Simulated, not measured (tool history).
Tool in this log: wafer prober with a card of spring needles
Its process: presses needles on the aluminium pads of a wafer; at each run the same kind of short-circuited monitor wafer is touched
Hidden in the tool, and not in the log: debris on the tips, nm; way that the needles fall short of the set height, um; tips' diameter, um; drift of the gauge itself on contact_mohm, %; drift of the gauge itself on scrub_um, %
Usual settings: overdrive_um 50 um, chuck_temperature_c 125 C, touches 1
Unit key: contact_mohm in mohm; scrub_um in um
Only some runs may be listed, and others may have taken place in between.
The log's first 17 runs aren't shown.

| run | hour | overdrive_um | chuck_temperature_c | touches | touches since the tips were cleaned | cleanings since the card got new needles | touches since the first contact's height was set | contact_mohm | scrub_um |
|---|---|---|---|---|---|---|---|---|---|
|  | 138.3 | tips cleaned on abrasive film |
| 18 | 143.4 | 50 | 125 | 2 | 1791 | 17 | 74583 | 172 | 8.76 |
|  | 149.7 | tips cleaned on abrasive film |
| 19 | 154.0 | 50 | 125 | 1 | 1501 | 18 | 78272 | 168 | 8.80 |
|  | 161.4 | tips cleaned on abrasive film |
| 20 | 163.0 | 50 | 125 | 1 | 573 | 19 | 81400 | 169 | 8.76 |
|  | 172.8 | tips cleaned on abrasive film |
| 21 | 174.2 | 38 | 33 | 1 | 503 | 20 | 85303 | 161 | 6.70 |
| 22 | 181.5 | 61 | 36 | 1 | 3063 | 20 | 87863 | 146 | 10.73 |
|  | 184.5 | tips cleaned on abrasive film |
| 23 | 188.6 | 41 | 110 | 1 | 1441 | 21 | 90325 | 178 | 7.19 |
|  | 196.6 | tips cleaned on abrasive film |
| 24 | 199.7 | 44 | 39 | 1 | 1082 | 22 | 94182 | 159 | 7.69 |
|  | 208.1 | tips cleaned on abrasive film |
| 25 | 209.1 | 50 | 30 | 2 | 356 | 23 | 97464 | 147 | 8.77 |
| 26 | 215.0 | 50 | 30 | 2 | 2407 | 23 | 99515 | 149 | 8.74 |
|  | 219.7 | tips cleaned on abrasive film |
| 27 | 222.0 | 63 | 52 | 3 | 795 | 24 | 101941 | 149 | 11.07 |
|  | 231.3 | tips cleaned on abrasive film |
| 28 | 232.9 | 50 | 82 | 2 | 533 | 25 | 105738 | 159 | 8.71 |
| 29 | 239.3 | 50 | 125 | 2 | 2805 | 25 | 108010 | 169 | 8.73 |
|  | 242.9 | tips cleaned on abrasive film |
| 30 | 248.1 | 50 | 125 | 1 | 1831 | 26 | 111071 | 168 | 8.75 |
|  | 254.2 | tips cleaned on abrasive film |
| 31 | 256.1 | 50 | 125 | 1 | 641 | 27 | 113824 | 169 | 8.73 |
|  | 265.6 | gauge calibrated |
|  | 265.7 | tips cleaned on abrasive film |
| 32 | 266.7 | 44 | 125 | 3 | 349 | 28 | 117522 | 176 | 7.91 |
| 33 | 276.6 | 44 | 125 | 3 | 3833 | 28 | 121006 | 174 | 7.85 |

3 options for the next run, each taken on its own from the tool as it stands now. Forecast them:
|  | 277.5 | tips cleaned on abrasive film |
| A | 283.9 | 56 | 71 | 1 | 2259 | 29 | 123535 | ? | ? |
|  | 277.5 | tips cleaned on abrasive film |
| B | 283.9 | 50 | 125 | 2 | 2259 | 29 | 123535 | ? | ? |
|  | 277.5 | tips cleaned on abrasive film |
| C | 283.9 | 61 | 77 | 2 | 2259 | 29 | 123535 | ? | ? |

| run | contact_mohm | scrub_um |
|---|---|---|
| A | 153 | 10.06 |
| B | 171 | 8.99 |
| C | 154 | 10.98 |
Without the tool's unlogged condition, the same runs would have read:
| run | contact_mohm | scrub_um |
|---|---|---|
| A | 153 | 10.08 |
| B | 171 | 9.01 |
| C | 154 | 11.00 |

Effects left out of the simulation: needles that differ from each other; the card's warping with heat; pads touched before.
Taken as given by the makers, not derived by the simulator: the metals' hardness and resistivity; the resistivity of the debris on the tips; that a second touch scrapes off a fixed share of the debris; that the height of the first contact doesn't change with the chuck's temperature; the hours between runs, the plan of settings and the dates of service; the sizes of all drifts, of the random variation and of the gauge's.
